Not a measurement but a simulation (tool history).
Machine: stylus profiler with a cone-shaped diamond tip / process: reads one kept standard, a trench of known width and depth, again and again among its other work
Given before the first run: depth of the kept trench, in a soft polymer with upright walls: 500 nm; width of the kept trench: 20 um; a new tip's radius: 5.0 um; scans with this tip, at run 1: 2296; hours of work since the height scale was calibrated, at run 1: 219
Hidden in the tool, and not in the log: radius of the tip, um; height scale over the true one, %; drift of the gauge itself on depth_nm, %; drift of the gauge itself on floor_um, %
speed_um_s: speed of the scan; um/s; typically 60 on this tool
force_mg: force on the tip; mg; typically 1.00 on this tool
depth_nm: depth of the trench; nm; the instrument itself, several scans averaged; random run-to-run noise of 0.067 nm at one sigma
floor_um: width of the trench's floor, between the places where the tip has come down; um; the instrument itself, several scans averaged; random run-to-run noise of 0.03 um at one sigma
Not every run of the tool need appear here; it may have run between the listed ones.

run     day  speed_um_s  force_mg  scans with this tip  hours of work since the height scale was calibrated  depth_nm  floor_um
  1   0.000          60      1.00                 2296                                                  219    504.47     14.78
  2   0.388          60      1.00                 2336                                                  223    504.52     14.80
  3   0.804          19      1.00                 2379                                                  227    504.46     15.07
  4   1.362          19      1.00                 2436                                                  233    504.49     14.98
  5   1.942          19      1.00                 2496                                                  238    504.48     15.04
  6   2.408          22      1.00                 2543                                                  243    504.43     14.99
  7   3.050         133      1.00                 2609                                                  249    504.32     14.35
  8   3.550         133      1.00                 2661                                                  254    504.42     14.26
  9   3.812          34      1.00                 2688                                                  257    504.49     14.85
 10   4.271          34      1.00                 2735                                                  261    504.63     14.91
 11   4.858          34      0.60                 2795                                                  267    503.13     14.79
 12   5.325          34      0.60                 2843                                                  271    503.19     14.83
 13   5.846          34      0.60                 2897                                                  277    503.13     14.74
 14   6.271          34      0.60                 2941                                                  281    503.18     14.80
 15   6.533          71      0.60                 2968                                                  283    503.12     14.53
 16   7.025          78      0.53                 3018                                                  288    503.02     14.37
 17   7.412          78      0.53                 3058                                                  292    502.90     14.33
 18   7.862          78      0.53                 3104                                                  296    502.92     14.37
 19   8.204          25      1.01                 3140                                                  300    504.42     14.82
 20   8.788         105      1.97                 3200                                                  305    506.88     14.55
 21   9.058          19      1.81                 3227                                                  308    506.39     14.90
 22   9.550          19      1.21                 3278                                                  313    505.02     14.89
 23   9.933         118      2.03                 3317                                                  317    507.04     14.48
 24  10.304         118      2.03                 3356                                                  320    507.09     14.46
 25  10.625          60      0.77                 3388                                                  323    503.89     14.49
 26  11.192          60      0.77                 3447                                                  329    503.65     14.57
 27  11.617          18      2.03                 3490                                                  333    507.09     14.80
 28  12.067          18      1.77                 3537                                                  338    506.50     14.80
 29  12.592          18      1.77                 3591                                                  343    506.45     14.81

Consider 4 possible next runs. They are alternatives, not a sequence: every one starts from the tool as it was left by run 29. What does each give?
  A  13.042          23      0.59                 3637                                                  347         ?         ?
  B  13.042          20      1.63                 3637                                                  347         ?         ?
  C  13.042         237      1.77                 3637                                                  347         ?         ?
  D  13.042          16      1.00                 3637                                                  347         ?         ?

run  depth_nm  floor_um
  A    503.00     14.68
  B    506.08     14.79
  C    506.49     13.81
  D    504.39     14.81
With no hidden state in the tool, these same runs would have given:
run  depth_nm  floor_um
  A    503.04     15.43
  B    506.11     15.54
  C    506.52     14.56
  D    504.43     15.56
